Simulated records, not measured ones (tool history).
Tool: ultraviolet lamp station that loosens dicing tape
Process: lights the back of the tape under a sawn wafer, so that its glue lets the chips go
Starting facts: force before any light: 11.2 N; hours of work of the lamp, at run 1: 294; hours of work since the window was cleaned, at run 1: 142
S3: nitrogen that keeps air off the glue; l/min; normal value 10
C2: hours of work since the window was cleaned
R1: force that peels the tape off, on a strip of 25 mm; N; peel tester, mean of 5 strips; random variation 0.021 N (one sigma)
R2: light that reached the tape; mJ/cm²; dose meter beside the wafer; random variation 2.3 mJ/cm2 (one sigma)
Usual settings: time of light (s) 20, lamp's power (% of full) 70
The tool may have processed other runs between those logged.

{"run": 1, "day": 0.0, "time of light (s)": 20, "lamp's power (% of full)": 70, "S3": 10, "hours of work of the lamp": 294, "C2": 142, "R1": 1.218, "R2": 207}
{"run": 2, "day": 0.412, "time of light (s)": 20, "lamp's power (% of full)": 70, "S3": 10, "hours of work of the lamp": 301, "C2": 149, "R1": 1.263, "R2": 214}
{"run": 3, "day": 0.917, "time of light (s)": 20, "lamp's power (% of full)": 70, "S3": 10, "hours of work of the lamp": 309, "C2": 157, "R1": 1.213, "R2": 206}
{"run": 4, "day": 1.133, "time of light (s)": 20, "lamp's power (% of full)": 70, "S3": 10, "hours of work of the lamp": 313, "C2": 161, "R1": 1.223, "R2": 209}
{"run": 5, "day": 1.625, "time of light (s)": 20, "lamp's power (% of full)": 70, "S3": 10, "hours of work of the lamp": 321, "C2": 169, "R1": 1.231, "R2": 207}
{"run": 6, "day": 2.125, "time of light (s)": 21, "lamp's power (% of full)": 70, "S3": 10, "hours of work of the lamp": 329, "C2": 177, "R1": 1.155, "R2": 215}
{"run": 7, "day": 2.621, "time of light (s)": 21, "lamp's power (% of full)": 70, "S3": 10, "hours of work of the lamp": 338, "C2": 185, "R1": 1.117, "R2": 214}
{"run": 8, "day": 2.912, "time of light (s)": 20, "lamp's power (% of full)": 70, "S3": 10, "hours of work of the lamp": 343, "C2": 190, "R1": 1.27, "R2": 205}
{"run": 9, "day": 3.388, "time of light (s)": 20, "lamp's power (% of full)": 70, "S3": 10, "hours of work of the lamp": 351, "C2": 198, "R1": 1.273, "R2": 206}
{"run": 10, "day": 3.729, "time of light (s)": 16, "lamp's power (% of full)": 70, "S3": 13, "hours of work of the lamp": 356, "C2": 204, "R1": 1.704, "R2": 165}
{"run": 11, "day": 4.179, "time of light (s)": 26, "lamp's power (% of full)": 87, "S3": 13, "hours of work of the lamp": 364, "C2": 211, "R1": 0.412, "R2": 330}
{"day": 4.242, "done": "window cleaned of glue's vapour"}
{"run": 12, "day": 4.475, "time of light (s)": 23, "lamp's power (% of full)": 81, "S3": 5, "hours of work of the lamp": 368, "C2": 4, "R1": 1.136, "R2": 269}
{"run": 13, "day": 4.95, "time of light (s)": 20, "lamp's power (% of full)": 70, "S3": 19, "hours of work of the lamp": 376, "C2": 12, "R1": 0.95, "R2": 203}
{"run": 14, "day": 5.254, "time of light (s)": 33, "lamp's power (% of full)": 68, "S3": 12, "hours of work of the lamp": 381, "C2": 17, "R1": 0.436, "R2": 319}
{"run": 15, "day": 5.675, "time of light (s)": 20, "lamp's power (% of full)": 70, "S3": 4, "hours of work of the lamp": 388, "C2": 24, "R1": 2.213, "R2": 199}
{"run": 16, "day": 5.921, "time of light (s)": 32, "lamp's power (% of full)": 81, "S3": 20, "hours of work of the lamp": 392, "C2": 28, "R1": 0.29, "R2": 372}
{"run": 17, "day": 6.25, "time of light (s)": 32, "lamp's power (% of full)": 81, "S3": 20, "hours of work of the lamp": 398, "C2": 33, "R1": 0.274, "R2": 369}

Branching from run 17: 3 alternative next runs. What would each branch give?
{"run": "A", "day": 6.717, "time of light (s)": 20, "lamp's power (% of full)": 88, "S3": 11, "hours of work of the lamp": 406, "C2": 41, "R1": "?", "R2": "?"}
{"run": "B", "day": 6.717, "time of light (s)": 28, "lamp's power (% of full)": 81, "S3": 5, "hours of work of the lamp": 406, "C2": 41, "R1": "?", "R2": "?"}
{"run": "C", "day": 6.717, "time of light (s)": 32, "lamp's power (% of full)": 76, "S3": 5, "hours of work of the lamp": 406, "C2": 41, "R1": "?", "R2": "?"}

run=A R1=0.814 R2=250
run=B R1=0.794 R2=323
run=C R1=0.678 R2=343
The same runs, with their run-to-run variation unchanged, on a tool lacking any hidden condition would have given:
run=A R1=0.606 R2=287
run=B R1=0.591 R2=370
run=C R1=0.506 R2=394
